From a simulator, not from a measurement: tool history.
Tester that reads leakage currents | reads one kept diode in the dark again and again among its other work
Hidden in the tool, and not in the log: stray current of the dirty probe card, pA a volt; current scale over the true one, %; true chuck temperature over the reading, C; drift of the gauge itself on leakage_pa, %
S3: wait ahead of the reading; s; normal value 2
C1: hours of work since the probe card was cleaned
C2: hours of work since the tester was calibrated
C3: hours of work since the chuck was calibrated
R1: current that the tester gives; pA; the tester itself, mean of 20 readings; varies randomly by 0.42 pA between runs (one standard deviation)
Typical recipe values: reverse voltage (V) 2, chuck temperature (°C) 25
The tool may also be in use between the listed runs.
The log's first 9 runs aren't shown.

Run 10, hour 307.8: usual settings but reverse voltage (V) 1.12, chuck temperature (°C) 48; C1 1237; C2 189; C3 1178. Result: R1 562.5 pA.
Run 11, hour 355.3: usual settings; C1 1258; C2 210; C3 1199. Result: R1 120.61 pA.
Run 12, hour 378.6: usual settings; C1 1268; C2 220; C3 1209. Result: R1 120.02 pA.
Run 13, hour 409.3: usual settings but chuck temperature (°C) 24; C1 1281; C2 233; C3 1222. Result: R1 111.25 pA.
Run 14, hour 429.4: usual settings but reverse voltage (V) 3.41; C1 1290; C2 242; C3 1231. Result: R1 144.46 pA.
At hour 441.9: chuck's temperature calibrated.
Run 15, hour 474.1: usual settings; C1 1308; C2 260; C3 14. Result: R1 139.99 pA.
Run 16, hour 520.5: usual settings; C1 1328; C2 280; C3 34. Result: R1 139.17 pA.
Run 17, hour 562.1: usual settings; C1 1346; C2 298; C3 52. Result: R1 138.43 pA.
Run 18, hour 581.9: usual settings; C1 1355; C2 307; C3 60. Result: R1 139.6 pA.
Run 19, hour 611.1: usual settings but S3 5.21 s; C1 1367; C2 319; C3 73. Result: R1 138.99 pA.
Run 20, hour 644: usual settings; C1 1381; C2 333; C3 87. Result: R1 138.92 pA.
Run 21, hour 678.7: usual settings; C1 1396; C2 348; C3 102. Result: R1 138.69 pA.
Run 22, hour 712.1: usual settings but reverse voltage (V) 2.2, chuck temperature (°C) 38, S3 2.46 s; C1 1411; C2 363; C3 116. Result: R1 387.06 pA.

For run 23, what comes out?
Run 23, hour 759: usual settings but reverse voltage (V) 5.8, S3 2.46 s; C1 1431; C2 383; C3 136. Result: R1 ?.

Run 23 measured R1 197.33 pA.
On a tool with no hidden condition, and with the same random variation, this run would have come out at R1 199.2 pA.
